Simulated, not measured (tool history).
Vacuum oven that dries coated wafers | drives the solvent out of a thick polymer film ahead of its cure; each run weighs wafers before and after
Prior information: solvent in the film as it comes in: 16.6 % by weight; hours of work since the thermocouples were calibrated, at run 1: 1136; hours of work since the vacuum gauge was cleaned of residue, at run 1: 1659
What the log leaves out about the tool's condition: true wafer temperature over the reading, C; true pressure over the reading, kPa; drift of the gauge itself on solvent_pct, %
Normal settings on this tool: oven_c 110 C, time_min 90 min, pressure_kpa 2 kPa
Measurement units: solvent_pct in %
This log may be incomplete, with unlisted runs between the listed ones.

run	hour	oven_c	time_min	pressure_kpa	hours of work since the thermocouples were calibrated	hours of work since the vacuum gauge was cleaned of residue	solvent_pct
1	0	110	90	2	1136	1659	3.03
2	77.3	110	71	2	1181	1704	3.68
3	157.8	110	90	2	1227	1750	3.14
4	222.3	110	90	2	1264	1787	3.2
# hour 268.6: oven's thermocouples calibrated
5	307.4	110	90	2.5	22	1835	3.32
6	371.4	110	90	2	59	1871	2.86
7	446	110	90	2	102	1914	2.92
8	529.4	116	50	5.31	150	1962	5.67
9	588.6	96	63	5.46	184	1996	10.61
10	645.6	105	90	2	217	2029	3.78
11	714.9	110	54	2.27	256	2069	4.63

5 options for the next run, each taken on its own from the tool as it stands now. Forecast them:
A	783.7	110	56	1.18	296	2108	?
B	783.7	110	54	3.09	296	2108	?
C	783.7	110	119	2.06	296	2108	?
D	783.7	122	90	2	296	2108	?
E	783.7	104	131	5.82	296	2108	?

run	solvent_pct
A	3.73
B	5.24
C	2.61
D	1.7
E	7.23
Had the tool no hidden state, the same runs would have come out as:
run	solvent_pct
A	3.27
B	4.76
C	2.13
D	1.37
E	6.57
